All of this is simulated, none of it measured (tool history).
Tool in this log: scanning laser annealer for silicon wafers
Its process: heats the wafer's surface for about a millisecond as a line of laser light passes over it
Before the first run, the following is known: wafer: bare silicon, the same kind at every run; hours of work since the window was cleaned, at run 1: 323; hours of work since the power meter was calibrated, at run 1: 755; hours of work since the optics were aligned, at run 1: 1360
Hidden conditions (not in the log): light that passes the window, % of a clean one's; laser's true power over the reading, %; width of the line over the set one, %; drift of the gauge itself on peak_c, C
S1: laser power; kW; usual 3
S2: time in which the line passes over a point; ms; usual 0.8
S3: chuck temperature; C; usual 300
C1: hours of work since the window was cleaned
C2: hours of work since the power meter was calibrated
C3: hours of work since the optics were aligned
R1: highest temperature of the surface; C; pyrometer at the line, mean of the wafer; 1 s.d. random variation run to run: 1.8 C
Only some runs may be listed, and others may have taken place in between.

{"run": 1, "day": 0.0, "S1": 3, "S2": 0.8, "S3": 300, "C1": 323, "C2": 755, "C3": 1360, "R1": 1025}
{"run": 2, "day": 1.429, "S1": 3, "S2": 0.8, "S3": 300, "C1": 344, "C2": 775, "C3": 1381, "R1": 1023}
{"run": 3, "day": 4.246, "S1": 2.644, "S2": 0.8, "S3": 300, "C1": 384, "C2": 816, "C3": 1422, "R1": 931}
{"run": 4, "day": 6.908, "S1": 2.644, "S2": 0.8, "S3": 300, "C1": 423, "C2": 855, "C3": 1460, "R1": 925}
{"run": 5, "day": 8.788, "S1": 3, "S2": 0.582, "S3": 300, "C1": 450, "C2": 882, "C3": 1487, "R1": 897}
{"day": 10.133, "done": "window over the wafer cleaned"}
{"run": 6, "day": 10.967, "S1": 3, "S2": 0.582, "S3": 300, "C1": 12, "C2": 912, "C3": 1518, "R1": 923}
{"run": 7, "day": 12.742, "S1": 3, "S2": 0.8, "S3": 300, "C1": 38, "C2": 938, "C3": 1543, "R1": 1042}
{"run": 8, "day": 15.042, "S1": 3, "S2": 0.8, "S3": 300, "C1": 71, "C2": 971, "C3": 1577, "R1": 1038}
{"run": 9, "day": 17.054, "S1": 3, "S2": 0.8, "S3": 300, "C1": 100, "C2": 1000, "C3": 1606, "R1": 1042}
{"run": 10, "day": 19.812, "S1": 3, "S2": 0.8, "S3": 300, "C1": 140, "C2": 1040, "C3": 1646, "R1": 1036}
{"run": 11, "day": 22.267, "S1": 3, "S2": 0.8, "S3": 300, "C1": 176, "C2": 1076, "C3": 1681, "R1": 1038}
{"run": 12, "day": 23.512, "S1": 3.125, "S2": 0.8, "S3": 300, "C1": 194, "C2": 1094, "C3": 1699, "R1": 1069}
{"run": 13, "day": 25.162, "S1": 3.125, "S2": 0.8, "S3": 300, "C1": 218, "C2": 1118, "C3": 1723, "R1": 1069}
{"run": 14, "day": 26.892, "S1": 3, "S2": 0.8, "S3": 321, "C1": 243, "C2": 1143, "C3": 1748, "R1": 1052}
{"run": 15, "day": 29.321, "S1": 3, "S2": 0.8, "S3": 321, "C1": 278, "C2": 1178, "C3": 1783, "R1": 1052}
{"run": 16, "day": 31.008, "S1": 3, "S2": 0.8, "S3": 321, "C1": 302, "C2": 1202, "C3": 1808, "R1": 1049}
{"run": 17, "day": 32.775, "S1": 3, "S2": 0.8, "S3": 321, "C1": 328, "C2": 1228, "C3": 1833, "R1": 1048}
{"run": 18, "day": 35.5, "S1": 3, "S2": 0.8, "S3": 321, "C1": 367, "C2": 1267, "C3": 1873, "R1": 1049}
{"run": 19, "day": 36.783, "S1": 3, "S2": 0.8, "S3": 300, "C1": 386, "C2": 1286, "C3": 1892, "R1": 1023}
{"run": 20, "day": 38.042, "S1": 3, "S2": 0.8, "S3": 300, "C1": 404, "C2": 1304, "C3": 1910, "R1": 1022}
{"run": 21, "day": 39.946, "S1": 3.089, "S2": 0.8, "S3": 329, "C1": 432, "C2": 1332, "C3": 1937, "R1": 1076}
{"run": 22, "day": 41.442, "S1": 2.642, "S2": 0.726, "S3": 309, "C1": 453, "C2": 1353, "C3": 1959, "R1": 910}
{"day": 42.288, "done": "optics aligned, line set to its width"}
{"day": 42.771, "done": "window over the wafer cleaned"}
{"run": 23, "day": 43.692, "S1": 3, "S2": 0.586, "S3": 300, "C1": 13, "C2": 1382, "C3": 19, "R1": 930}
{"run": 24, "day": 46.346, "S1": 3.011, "S2": 0.702, "S3": 299, "C1": 52, "C2": 1420, "C3": 58, "R1": 999}
{"run": 25, "day": 47.738, "S1": 3.011, "S2": 0.702, "S3": 299, "C1": 72, "C2": 1440, "C3": 78, "R1": 999}
{"run": 26, "day": 50.004, "S1": 3.011, "S2": 0.702, "S3": 299, "C1": 105, "C2": 1473, "C3": 111, "R1": 995}
{"run": 27, "day": 51.4, "S1": 3.011, "S2": 0.702, "S3": 299, "C1": 125, "C2": 1493, "C3": 131, "R1": 994}
{"run": 28, "day": 53.6, "S1": 3.011, "S2": 0.702, "S3": 299, "C1": 157, "C2": 1525, "C3": 163, "R1": 993}

The next listed run, before its measurement:
{"run": 29, "day": 55.208, "S1": 2.721, "S2": 0.76, "S3": 265, "C1": 180, "C2": 1549, "C3": 186, "R1": "?"}

{"run 29": {"R1": 917}}
Without the tool's hidden state the same run would have given R1 922 C.
